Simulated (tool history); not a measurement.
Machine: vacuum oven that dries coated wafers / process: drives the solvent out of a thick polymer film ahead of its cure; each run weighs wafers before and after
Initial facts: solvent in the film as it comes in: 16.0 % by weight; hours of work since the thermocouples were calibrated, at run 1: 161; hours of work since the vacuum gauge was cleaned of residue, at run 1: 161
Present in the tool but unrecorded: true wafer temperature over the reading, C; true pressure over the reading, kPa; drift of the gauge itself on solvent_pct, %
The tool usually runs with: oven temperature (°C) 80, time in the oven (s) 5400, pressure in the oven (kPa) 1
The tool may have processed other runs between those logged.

run    hour  oven temperature (°C)  time in the oven (s)  pressure in the oven (kPa)  hours of work since the thermocouples were calibrated  hours of work since the vacuum gauge was cleaned of residue  solvent left in the film (%)
  1       0                     80                  5400                           1                                                    161                                                          161                           2.4
  2    61.9                     80                  5400                           1                                                    187                                                          187                           2.4
  3   151.2                     80                  5400                           1                                                    225                                                          225                          2.43
  4   207.1                     80                  5400                        3.06                                                    249                                                          249                          3.19
  5   253.4                     80                  5400                           1                                                    268                                                          268                           2.4
  6     315                     80                  5400                           1                                                    294                                                          294                          2.36
  7   387.6                     80                  5400                           1                                                    325                                                          325                          2.36
  8   466.8                     91                  5400                           1                                                    359                                                          359                          0.52
  9   550.8                     91                  5400                           1                                                    394                                                          394                          0.44
 10   629.1                     91                  5400                           1                                                    427                                                          427                          0.48
 11   704.8                     80                  6060                           1                                                    459                                                          459                          1.96
 12   766.7                     80                  5400                        2.23                                                    485                                                          485                          2.79
 13     820                     80                  5400                        2.23                                                    508                                                          508                          2.81
 14   896.7                     80                  5400                           1                                                    540                                                          540                          2.32
 15     953                     80                  5400                        0.91                                                    564                                                          564                          2.27
 16  1015.9                     80                  5400                        0.91                                                    591                                                          591                          2.29
 17  1099.4                     80                  5400                           1                                                    626                                                          626                          2.28
 18  1164.7                     80                  3660                           1                                                    654                                                          654                          3.91
 19  1206.1                     80                  3660                           1                                                    671                                                          671                          3.88
 20  1259.2                     80                  3660                           1                                                    694                                                          694                          3.83
 21  1322.5                     80                  3660                           1                                                    720                                                          720                          3.86
 22  1363.7                     80                  6180                           1                                                    738                                                          738                          1.88
 23  1405.3                     80                  6180                           1                                                    755                                                          755                          1.85
 24  1458.2                     89                  6900                           1                                                    778                                                          778                           0.4
 25  1534.4                     80                  6660                           1                                                    810                                                          810                           1.6
 26  1608.7                     82                  6660                           1                                                    841                                                          841                          1.26
 27  1657.8                     80                  4740                        1.56                                                    862                                                          862                          2.97
     1667.9  -- oven's thermocouples calibrated
 28  1721.3                     80                  5340                         1.2                                                     23                                                          888                          2.69
 29  1776.6                     80                  5340                         1.2                                                     46                                                          912                          2.69
 30  1817.8                     80                  5340                         1.2                                                     63                                                          929                           2.7
 31  1896.8                     80                  7620                         1.2                                                     97                                                          962                          1.62
 32    1942                     67                  5040                        0.77                                                    116                                                          982                          7.67
 33  2002.6                     67                  5040                        0.77                                                    142                                                         1007                          7.65
 34  2091.2                     66                  5040                        2.35                                                    179                                                         1045                          8.71
 35  2158.6                     66                  5040                        2.35                                                    208                                                         1073                          8.68
 36  2205.4                     80                  5040                        1.11                                                    227                                                         1093                          2.82
 37  2268.7                     80                  8160                           1                                                    254                                                         1120                          1.29
 38    2350                     71                  5280                           1                                                    288                                                         1154                          5.97
 39    2424                     77                  5400                           1                                                    320                                                         1185                          3.57

Below, some changes in solvent left in the film (%) between adjacent runs. For each, the amount present without the hidden state too (settings, incoming material, random variation) and the amount remaining for the hidden state with gauge scatter not shared by both compared results:
Run 23 -> 24: oven temperature (°C) 80 -> 89, time in the oven (s) 6180 -> 6900. solvent left in the film (%) -1.45: hidden state +0.19, all else -1.64.
Run 24 -> 25: oven temperature (°C) 89 -> 80, time in the oven (s) 6900 -> 6660. solvent left in the film (%) +1.2: hidden state -0.18, all else +1.38.
Run 27 -> 28: time in the oven (s) 4740 -> 5340, pressure in the oven (kPa) 1.56 -> 1.2, oven's thermocouples calibrated. solvent left in the film (%) -0.28: hidden state +0.37, all else -0.65.
Run 31 -> 32: oven temperature (°C) 80 -> 67, time in the oven (s) 7620 -> 5040, pressure in the oven (kPa) 1.2 -> 0.77. solvent left in the film (%) +6.05: hidden state -0.02, all else +6.07.
Run 35 -> 36: oven temperature (°C) 66 -> 80, pressure in the oven (kPa) 2.35 -> 1.11. solvent left in the film (%) -5.86: hidden state -0.01, all else -5.85.
Run 37 -> 38: oven temperature (°C) 80 -> 71, time in the oven (s) 8160 -> 5280. solvent left in the film (%) +4.68: hidden state -0.06, all else +4.74.

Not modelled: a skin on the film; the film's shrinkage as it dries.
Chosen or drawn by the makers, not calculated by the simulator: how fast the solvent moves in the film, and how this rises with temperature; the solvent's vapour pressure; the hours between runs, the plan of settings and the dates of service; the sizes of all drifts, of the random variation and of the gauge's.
